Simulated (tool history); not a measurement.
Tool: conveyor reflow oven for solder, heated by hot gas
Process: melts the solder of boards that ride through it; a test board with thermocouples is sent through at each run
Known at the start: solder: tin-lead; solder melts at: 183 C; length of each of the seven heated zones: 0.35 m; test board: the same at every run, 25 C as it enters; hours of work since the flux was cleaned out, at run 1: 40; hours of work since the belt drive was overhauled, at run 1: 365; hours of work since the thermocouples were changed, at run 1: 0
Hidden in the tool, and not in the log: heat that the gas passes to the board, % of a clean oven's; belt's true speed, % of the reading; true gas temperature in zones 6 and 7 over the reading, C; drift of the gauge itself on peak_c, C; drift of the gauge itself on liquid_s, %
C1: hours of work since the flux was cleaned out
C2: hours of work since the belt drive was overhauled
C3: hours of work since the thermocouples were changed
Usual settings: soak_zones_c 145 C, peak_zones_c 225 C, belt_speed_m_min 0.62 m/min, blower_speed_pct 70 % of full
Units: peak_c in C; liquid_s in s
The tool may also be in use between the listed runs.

{"run": 1, "hour": 0.0, "soak_zones_c": 145, "peak_zones_c": 225, "belt_speed_m_min": 0.62, "blower_speed_pct": 70, "C1": 40, "C2": 365, "C3": 0, "peak_c": 208.2, "liquid_s": 44.5}
{"run": 2, "hour": 10.9, "soak_zones_c": 145, "peak_zones_c": 225, "belt_speed_m_min": 0.62, "blower_speed_pct": 70, "C1": 47, "C2": 371, "C3": 6, "peak_c": 207.7, "liquid_s": 45.4}
{"run": 3, "hour": 19.3, "soak_zones_c": 145, "peak_zones_c": 225, "belt_speed_m_min": 0.62, "blower_speed_pct": 70, "C1": 51, "C2": 376, "C3": 11, "peak_c": 207.7, "liquid_s": 45.4}
{"run": 4, "hour": 34.5, "soak_zones_c": 145, "peak_zones_c": 225, "belt_speed_m_min": 0.62, "blower_speed_pct": 70, "C1": 60, "C2": 384, "C3": 19, "peak_c": 207.6, "liquid_s": 45}
{"run": 5, "hour": 45.5, "soak_zones_c": 145, "peak_zones_c": 225, "belt_speed_m_min": 0.62, "blower_speed_pct": 70, "C1": 66, "C2": 391, "C3": 25, "peak_c": 207.8, "liquid_s": 45.9}
{"run": 6, "hour": 54.4, "soak_zones_c": 145, "peak_zones_c": 230, "belt_speed_m_min": 0.62, "blower_speed_pct": 70, "C1": 71, "C2": 395, "C3": 30, "peak_c": 212, "liquid_s": 48.8}
{"run": 7, "hour": 70.3, "soak_zones_c": 145, "peak_zones_c": 225, "belt_speed_m_min": 0.62, "blower_speed_pct": 70, "C1": 79, "C2": 404, "C3": 39, "peak_c": 208.1, "liquid_s": 45.5}
{"run": 8, "hour": 85.1, "soak_zones_c": 145, "peak_zones_c": 225, "belt_speed_m_min": 0.62, "blower_speed_pct": 70, "C1": 88, "C2": 413, "C3": 47, "peak_c": 207.8, "liquid_s": 45.6}
{"run": 9, "hour": 94.7, "soak_zones_c": 133, "peak_zones_c": 225, "belt_speed_m_min": 0.62, "blower_speed_pct": 70, "C1": 93, "C2": 418, "C3": 52, "peak_c": 205.1, "liquid_s": 38.9}
{"run": 10, "hour": 109.7, "soak_zones_c": 133, "peak_zones_c": 225, "belt_speed_m_min": 0.62, "blower_speed_pct": 70, "C1": 101, "C2": 426, "C3": 61, "peak_c": 205.2, "liquid_s": 38.5}
{"run": 11, "hour": 126.1, "soak_zones_c": 145, "peak_zones_c": 225, "belt_speed_m_min": 0.552, "blower_speed_pct": 70, "C1": 110, "C2": 435, "C3": 70, "peak_c": 211.1, "liquid_s": 55.3}
{"run": 12, "hour": 145.8, "soak_zones_c": 145, "peak_zones_c": 225, "belt_speed_m_min": 0.62, "blower_speed_pct": 54, "C1": 121, "C2": 446, "C3": 81, "peak_c": 203.2, "liquid_s": 38.2}
{"run": 13, "hour": 155.6, "soak_zones_c": 145, "peak_zones_c": 225, "belt_speed_m_min": 0.62, "blower_speed_pct": 54, "C1": 127, "C2": 452, "C3": 86, "peak_c": 202.7, "liquid_s": 38.4}
{"run": 14, "hour": 170.8, "soak_zones_c": 144, "peak_zones_c": 217, "belt_speed_m_min": 0.617, "blower_speed_pct": 57, "C1": 135, "C2": 460, "C3": 95, "peak_c": 197.4, "liquid_s": 32.1}

The next listed run, before its measurement:
{"hour": 175.9, "done": "belt drive overhauled, speed set with a stopwatch"}
{"run": 15, "hour": 190.5, "soak_zones_c": 144, "peak_zones_c": 217, "belt_speed_m_min": 0.617, "blower_speed_pct": 57, "C1": 144, "C2": 8, "C3": 103, "peak_c": "?", "liquid_s": "?"}

peak_c: 197.5 C
liquid_s: 32.4 s
Without the tool's hidden state the same run would have given peak_c 197.5 C, liquid_s 31.7 s.
